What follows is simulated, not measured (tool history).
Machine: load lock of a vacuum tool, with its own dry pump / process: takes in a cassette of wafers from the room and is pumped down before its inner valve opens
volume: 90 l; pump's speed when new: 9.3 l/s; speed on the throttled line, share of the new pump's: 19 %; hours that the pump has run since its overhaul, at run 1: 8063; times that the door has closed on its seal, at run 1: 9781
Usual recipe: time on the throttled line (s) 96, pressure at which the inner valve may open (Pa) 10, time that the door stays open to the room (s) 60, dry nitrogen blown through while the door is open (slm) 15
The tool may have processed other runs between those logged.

run,day,time on the throttled line (s),pressure at which the inner valve may open (Pa),time that the door stays open to the room (s),dry nitrogen blown through while the door is open (slm),hours that the pump has run since its overhaul,times that the door has closed on its seal,"incoming humidity of the room's air, %",time from the closed door until the inner valve may open (s),rise of the pressure with all valves shut (Pa/min)
1,0,96,10,60,15,8063,9781,46.4,182,0.123
2,9.258,96,10,60,10,8285,10286,45.4,181.9,0.133
3,22.533,96,10,54,15,8604,11009,43.2,183.4,0.14
4,36.958,96,10,54,15,8950,11795,43.5,183.4,0.152
5,45.204,96,10,54,15,9148,12244,45.3,184.8,0.162
6,54.188,96,12,60,15,9364,12734,42.8,183.2,0.167
7,64.438,96,10,60,15,9610,13292,43.2,185.4,0.182
8,70.583,96,10,60,15,9757,13627,46.2,183.8,0.184
9,76.567,96,10,60,15,9901,13953,44.6,183.8,0.195
10,85.2,96,10,60,15,10108,14424,49.2,185.2,0.201
11,94.646,96,10,60,15,10335,14938,40.6,185.9,0.207
12,102.221,96,10,60,15,10516,15351,48.8,188.9,0.223
13,111.167,96,10,60,15,10731,15839,40.6,188.9,0.231
14,123.017,96,10,28,15,11015,16484,46.3,187.2,0.232
15,132.562,96,10,28,15,11245,17005,46.2,188.9,0.252
16,144.242,96,10,51,15,11525,17641,45.7,190.6,0.266
17,156.625,96,10,81,15,11822,18316,42.6,188.4,0.284
18,164.8,96,10,136,15,12018,18761,45.4,190.7,0.3
# day 172.533: dry pump taken out, an overhauled one fitted
19,176.896,96,9,46,27,105,19407,45.8,169,0.303

Predict the results of run 20:
20,190.392,66,10,60,7,429,20142,44.1,?,?

{"run 20": {"time from the closed door until the inner valve may open (s)": 142.8, "rise of the pressure with all valves shut (Pa/min)": 0.336}}
With the hidden condition absent and the run-to-run variation left alone, this run would have shown time from the closed door until the inner valve may open (s) 142.9, rise of the pressure with all valves shut (Pa/min) 0.028.
